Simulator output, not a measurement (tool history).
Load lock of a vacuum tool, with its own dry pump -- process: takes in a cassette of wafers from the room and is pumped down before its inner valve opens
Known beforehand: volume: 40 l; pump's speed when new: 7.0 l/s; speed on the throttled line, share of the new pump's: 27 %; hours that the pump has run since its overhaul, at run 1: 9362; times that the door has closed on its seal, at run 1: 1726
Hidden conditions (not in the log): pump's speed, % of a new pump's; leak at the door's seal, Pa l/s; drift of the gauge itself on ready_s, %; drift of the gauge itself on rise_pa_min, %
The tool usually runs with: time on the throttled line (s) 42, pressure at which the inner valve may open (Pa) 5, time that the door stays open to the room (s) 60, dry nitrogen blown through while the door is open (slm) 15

run	day	time on the throttled line (s)	pressure at which the inner valve may open (Pa)	time that the door stays open to the room (s)	dry nitrogen blown through while the door is open (slm)	hours that the pump has run since its overhaul	times that the door has closed on its seal	incoming humidity of the room's air, %	time from the closed door until the inner valve may open (s)	rise of the pressure with all valves shut (Pa/min)
1	0.000	42	5	60	15	9362	1726	47.0	94.6	0.037
2	13.075	42	5	60	15	9676	3271	41.9	94.4	0.034
3	27.842	42	5	60	15	10030	5015	43.3	95.7	0.039
4	42.479	42	5	60	15	10381	6745	46.7	94.4	0.052
5	51.083	42	5	60	15	10588	7761	43.7	94.7	0.064
6	63.342	42	5	60	15	10882	9209	43.8	95.2	0.066
7	76.908	42	5	60	5	11208	10812	43.6	96.0	0.079
8	88.183	42	5	60	5	11478	12144	47.2	95.7	0.095
9	99.696	42	5	60	5	11755	13504	46.2	95.4	0.095
10	112.071	42	5	60	5	12052	14967	50.2	96.0	0.109
11	127.142	42	5	60	15	12413	16747	46.3	98.3	0.112
12	140.008	42	5	60	15	12722	18267	44.3	96.8	0.120
13	155.608	42	5	60	15	13097	20110	45.3	96.5	0.143
14	167.658	42	5	60	15	13386	21534	43.3	96.3	0.148
15	181.154	42	5	60	15	13710	23128	43.0	97.1	0.161
16	194.875	42	5	60	15	14039	24749	43.6	97.6	0.187
17	205.992	42	5	60	15	14306	26062	44.4	98.7	0.198
18	221.262	42	5	60	15	14672	27866	42.2	98.3	0.202
19	234.800	42	5	60	15	14997	29466	44.2	99.0	0.217
20	250.671	42	5	60	15	15378	31341	41.5	99.1	0.239
21	259.208	42	5	60	15	15583	32350	46.3	98.6	0.251
22	268.279	42	5	46	19	15801	33421	42.0	99.1	0.264
23	276.908	42	5	46	19	16008	34441	42.4	100.0	0.277
24	286.138	36	6	39	15	16229	35531	48.0	94.7	0.297
25	299.292	36	6	39	15	16545	37085	43.5	95.3	0.311
26	312.962	46	6	39	7	16873	38701	43.2	100.5	0.336
27	328.912	46	6	39	7	17256	40585	42.7	102.7	0.363
28	342.629	46	6	39	7	17585	42205	42.8	103.7	0.382
29	354.733	46	6	39	7	17876	43635	41.2	102.3	0.397
30	361.721	42	6	60	15	18043	44461	46.1	99.5	0.413
31	376.121	36	4	77	5	18389	46162	45.3	99.2	0.451
32	384.767	71	8	209	15	18596	47183	47.2	117.7	0.494
33	395.538	68	8	54	15	18855	48456	42.7	115.2	0.469
34	408.517	42	5	34	15	19166	49990	43.9	103.5	0.488
35	422.958	27	5	28	15	19513	51696	45.0	95.5	0.514
36	432.825	79	6	233	44	19750	52861	44.8	126.2	0.569
37	440.171	79	6	233	44	19926	53729	44.6	126.2	0.561

Predict each of these 3 candidate next runs independently; none follows another, all start after run 37:
A	453.442	22	6	233	10	20245	55297	45.6	?	?
B	453.442	79	9	233	40	20245	55297	45.4	?	?
C	453.442	71	6	233	44	20245	55297	48.3	?	?

run	time from the closed door until the inner valve may open (s)	rise of the pressure with all valves shut (Pa/min)
A	90.0	0.623
B	123.2	0.586
C	121.9	0.582
With no hidden state in the tool, these same runs would have given:
run	time from the closed door until the inner valve may open (s)	rise of the pressure with all valves shut (Pa/min)
A	71.9	0.064
B	111.5	0.031
C	108.4	0.029
